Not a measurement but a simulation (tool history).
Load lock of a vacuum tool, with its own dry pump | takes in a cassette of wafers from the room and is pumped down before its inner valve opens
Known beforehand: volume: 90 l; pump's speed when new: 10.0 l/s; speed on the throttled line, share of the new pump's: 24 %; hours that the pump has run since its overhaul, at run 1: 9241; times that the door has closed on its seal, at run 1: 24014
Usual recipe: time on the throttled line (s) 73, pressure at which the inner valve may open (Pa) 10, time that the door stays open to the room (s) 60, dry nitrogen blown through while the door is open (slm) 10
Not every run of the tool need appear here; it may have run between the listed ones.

run,hour,time on the throttled line (s),pressure at which the inner valve may open (Pa),time that the door stays open to the room (s),dry nitrogen blown through while the door is open (slm),hours that the pump has run since its overhaul,times that the door has closed on its seal,"incoming humidity of the room's air, %",time from the closed door until the inner valve may open (s),rise of the pressure with all valves shut (Pa/min)
1,0,73,10,60,10,9241,24014,44.3,143.9,0.179
2,328.7,73,10,60,10,9570,24433,46.6,141.7,0.184
3,834.5,73,10,60,10,10075,25077,46.6,142.6,0.189
4,1244.1,73,10,60,10,10485,25599,42.1,142.9,0.197
5,1468.4,73,10,60,13,10709,25885,40.2,144.3,0.195
6,1721.9,73,10,60,10,10963,26208,44.8,142.4,0.203
7,2158.5,73,10,60,10,11399,26765,46.7,143.2,0.208
8,2698,73,10,60,10,11939,27453,45.2,143.2,0.218
9,3145.1,73,10,60,10,12386,28022,46.4,144.5,0.226
10,3591.1,73,10,60,10,12832,28591,46.3,144.2,0.235
11,4130.4,73,10,60,10,13371,29278,46.3,144.3,0.239
12,4360,73,10,60,10,13601,29571,44.4,144.3,0.235
13,4887.4,73,10,60,10,14128,30243,44.7,147,0.249
14,5287,73,10,60,10,14528,30753,42.6,146,0.25
15,5631.1,73,10,60,10,14872,31191,45.2,144.5,0.259
16,6126.6,73,10,60,10,15367,31823,46.1,145.7,0.256
17,6664.2,73,10,60,26,15905,32508,46.4,147.2,0.257
18,7052.6,73,10,60,26,16293,33003,45.7,145.3,0.271
19,7576.5,73,10,60,26,16817,33671,42.5,147,0.273
20,7896.7,140,10,73,21,17138,34079,44.8,192.8,0.284
# hour 8224.9: dry pump taken out, an overhauled one fitted
21,8413,92,13,165,21,188,34730,44.9,150.2,0.295

Estimate the outcome of run 22 from the log above:
22,8730.4,73,8,60,10,505,35134,45.6,?,?

time from the closed door until the inner valve may open (s): 142.4
rise of the pressure with all valves shut (Pa/min): 0.31
On a tool with no hidden condition, and with the same random variation, this run would have come out at time from the closed door until the inner valve may open (s) 141.9, rise of the pressure with all valves shut (Pa/min) 0.024.

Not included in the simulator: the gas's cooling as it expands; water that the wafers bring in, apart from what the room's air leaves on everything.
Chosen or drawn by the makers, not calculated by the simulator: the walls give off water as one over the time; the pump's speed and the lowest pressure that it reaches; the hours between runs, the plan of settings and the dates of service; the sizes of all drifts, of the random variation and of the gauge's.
